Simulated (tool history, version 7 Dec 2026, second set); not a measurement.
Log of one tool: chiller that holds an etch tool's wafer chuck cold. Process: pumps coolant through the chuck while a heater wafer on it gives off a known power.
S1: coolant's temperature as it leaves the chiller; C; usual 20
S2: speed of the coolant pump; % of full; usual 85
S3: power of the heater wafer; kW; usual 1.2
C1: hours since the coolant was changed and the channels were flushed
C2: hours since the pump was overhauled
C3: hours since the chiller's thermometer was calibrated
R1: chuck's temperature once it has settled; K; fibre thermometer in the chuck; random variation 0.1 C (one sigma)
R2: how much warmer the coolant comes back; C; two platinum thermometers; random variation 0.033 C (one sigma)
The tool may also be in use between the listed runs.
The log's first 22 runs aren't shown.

-- hour=3466.1 coolant pump overhauled
run 23 hour=3474.9 | S1=18 S2=85 S3=1.793 | C1=6031 C2=9 C3=3942 | R1=306.45 R2=7.34
run 24 hour=3590.8 | S1=20 S2=92 S3=1.745 | C1=6147 C2=125 C3=4058 | R1=307.15 R2=6.55
run 25 hour=3686.2 | S1=20 S2=92 S3=1.745 | C1=6242 C2=220 C3=4153 | R1=306.75 R2=6.64
run 26 hour=3848.3 | S1=14 S2=85 S3=1.194 | C1=6405 C2=382 C3=4315 | R1=297.25 R2=4.89
run 27 hour=4007.8 | S1=14 S2=85 S3=1.194 | C1=6564 C2=542 C3=4475 | R1=297.55 R2=4.95
run 28 hour=4123.9 | S1=23 S2=70 S3=1.194 | C1=6680 C2=658 C3=4591 | R1=308.45 R2=6.14
run 29 hour=4285.6 | S1=23 S2=70 S3=1.194 | C1=6842 C2=819 C3=4752 | R1=308.45 R2=6.18
run 30 hour=4462.4 | S1=25 S2=70 S3=1.194 | C1=7019 C2=996 C3=4929 | R1=310.55 R2=6.21
run 31 hour=4620.2 | S1=20 S2=67 S3=0.846 | C1=7176 C2=1154 C3=5087 | R1=302.25 R2=4.68

Forecast each of these 3 alternatives for the next run:
run A hour=4747 | S1=20 S2=63 S3=1.2 | C1=7303 C2=1281 C3=5214 | R1=? R2=?
run B hour=4747 | S1=20 S2=99 S3=0.8 | C1=7303 C2=1281 C3=5214 | R1=? R2=?
run C hour=4747 | S1=17 S2=93 S3=0.846 | C1=7303 C2=1281 C3=5214 | R1=? R2=?

run=A R1=306.85 R2=7.06
run=B R1=298.85 R2=2.86
run=C R1=296.75 R2=3.21
Without the tool's hidden state the same runs would have given:
run=A R1=305.25 R2=7
run=B R1=298.25 R2=2.83
run=C R1=296.05 R2=3.18

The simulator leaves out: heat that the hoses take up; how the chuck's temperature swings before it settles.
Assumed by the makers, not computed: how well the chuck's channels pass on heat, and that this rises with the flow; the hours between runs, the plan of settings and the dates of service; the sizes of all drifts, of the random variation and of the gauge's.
